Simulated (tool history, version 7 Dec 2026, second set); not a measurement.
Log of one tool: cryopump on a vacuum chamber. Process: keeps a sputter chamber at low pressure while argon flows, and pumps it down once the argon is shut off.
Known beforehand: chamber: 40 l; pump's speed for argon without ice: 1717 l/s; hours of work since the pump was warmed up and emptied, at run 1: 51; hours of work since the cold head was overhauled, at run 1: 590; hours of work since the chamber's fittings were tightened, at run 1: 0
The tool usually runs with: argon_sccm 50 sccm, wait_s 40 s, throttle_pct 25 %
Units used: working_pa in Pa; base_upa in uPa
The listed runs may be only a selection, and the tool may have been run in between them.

| run | hour | argon_sccm | wait_s | throttle_pct | hours of work since the pump was warmed up and emptied | hours of work since the cold head was overhauled | hours of work since the chamber's fittings were tightened | working_pa | base_upa |
|---|---|---|---|---|---|---|---|---|---|
| 1 | 0.0 | 50 | 40 | 25 | 51 | 590 | 0 | 0.1983 | 0.66 |
| 2 | 26.1 | 50 | 40 | 25 | 63 | 602 | 12 | 0.1975 | 0.67 |
| 3 | 62.4 | 50 | 144 | 25 | 79 | 618 | 27 | 0.2016 | 0.38 |
| 4 | 79.9 | 50 | 144 | 25 | 87 | 625 | 35 | 0.2001 | 0.34 |
| 5 | 109.7 | 50 | 144 | 25 | 100 | 638 | 48 | 0.2015 | 0.40 |
| 6 | 140.5 | 50 | 40 | 25 | 113 | 652 | 62 | 0.2026 | 0.73 |
| 7 | 164.8 | 37 | 40 | 25 | 124 | 663 | 73 | 0.1492 | 0.72 |
| 8 | 194.5 | 50 | 87 | 25 | 137 | 676 | 86 | 0.2005 | 0.50 |
| 9 | 226.9 | 50 | 87 | 25 | 151 | 690 | 100 | 0.2012 | 0.52 |
| 10 | 260.8 | 50 | 40 | 25 | 166 | 705 | 115 | 0.2027 | 0.74 |
| 11 | 290.8 | 50 | 40 | 25 | 179 | 718 | 128 | 0.2017 | 0.76 |
| 12 | 324.2 | 72 | 40 | 25 | 194 | 733 | 143 | 0.2930 | 0.77 |
| 13 | 343.6 | 72 | 162 | 16 | 203 | 741 | 151 | 0.4515 | 0.42 |
| 14 | 372.6 | 49 | 82 | 25 | 215 | 754 | 164 | 0.1996 | 0.56 |
| 15 | 388.1 | 59 | 284 | 20 | 222 | 761 | 171 | 0.3014 | 0.42 |
| 16 | 419.0 | 95 | 92 | 25 | 236 | 774 | 184 | 0.3903 | 0.57 |
| 17 | 436.0 | 95 | 92 | 58 | 243 | 782 | 192 | 0.1747 | 0.55 |
| 18 | 468.3 | 50 | 36 | 25 | 257 | 796 | 206 | 0.2047 | 0.92 |
| 19 | 494.8 | 50 | 36 | 25 | 269 | 808 | 218 | 0.2061 | 0.90 |

Subtracting, for every run, the result it would have given without the tool's unlogged condition from the measured result gives the following. The same run-to-run variation enters both numbers; the gauge's scatter may not:
Hidden state at play: pump's speed, % of a pump's without ice; cold plate's temperature, K; leak into the chamber, uPa l/s; drift of the gauge itself on working_pa, %; drift of the gauge itself on base_upa, %.
| run | working_pa | base_upa |
|---|---|---|
| 1 | +0.0020 | +0.03 |
| 2 | +0.0023 | +0.04 |
| 3 | +0.0028 | +0.05 |
| 4 | +0.0030 | +0.05 |
| 5 | +0.0033 | +0.07 |
| 6 | +0.0037 | +0.08 |
| 7 | +0.0029 | +0.09 |
| 8 | +0.0044 | +0.10 |
| 9 | +0.0048 | +0.11 |
| 10 | +0.0052 | +0.13 |
| 11 | +0.0056 | +0.13 |
| 12 | +0.0087 | +0.15 |
| 13 | +0.0091 | +0.16 |
| 14 | +0.0065 | +0.18 |
| 15 | +0.0082 | +0.18 |
| 16 | +0.0139 | +0.19 |
| 17 | +0.0141 | +0.19 |
| 18 | +0.0079 | +0.21 |
| 19 | +0.0084 | +0.22 |
